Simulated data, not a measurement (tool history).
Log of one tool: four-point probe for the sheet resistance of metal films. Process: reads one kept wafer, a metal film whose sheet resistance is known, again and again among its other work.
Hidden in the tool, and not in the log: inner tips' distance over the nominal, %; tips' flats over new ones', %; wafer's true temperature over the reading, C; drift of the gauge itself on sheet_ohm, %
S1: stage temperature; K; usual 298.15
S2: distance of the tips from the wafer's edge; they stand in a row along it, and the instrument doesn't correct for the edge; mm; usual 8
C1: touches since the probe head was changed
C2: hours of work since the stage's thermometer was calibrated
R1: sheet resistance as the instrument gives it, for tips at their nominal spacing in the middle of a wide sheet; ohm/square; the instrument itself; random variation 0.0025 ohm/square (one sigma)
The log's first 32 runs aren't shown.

run   hour      S1  S2     C1   C2         R1
 33  478.5  302.15  35  17989   65  12.486973
 34  489.0  305.15   8  18147   71  12.633307
 35  501.0  300.15   8  18329   78  12.653716
 36  512.3  300.15   8  18501   85  12.656793
 37  532.3  297.15  14  18802   97  12.557857
 38  550.7  296.15   3  19081  109  13.595650
 39  570.0  292.15  40  19373  120  12.533688
 40  580.3  294.15   8  19529  127  12.687160
 41  600.7  302.15  17  19837  139  12.520777
 42  619.0  293.15  24  20115  150  12.540984
 43  635.8  301.15  51  20369  160  12.492042
 44  656.2  301.15  10  20677  173  12.598312
 45  676.0  301.15  45  20977  185  12.494959

4 ways to go on from here, each from the tool as it stands after run 45. What would each give?
  A  693.7  292.15  41  21245  195   ?
  B  693.7  292.15   5  21245  195   ?
  C  693.7  301.15  31  21245  195   ?
  D  693.7  298.15  21  21245  195   ?

run         R1
  A  12.532747
  B  12.950373
  C  12.500518
  D  12.525841
Without the tool's hidden state the same runs would have given:
run         R1
  A  12.474792
  B  12.890627
  C  12.442906
  D  12.468053
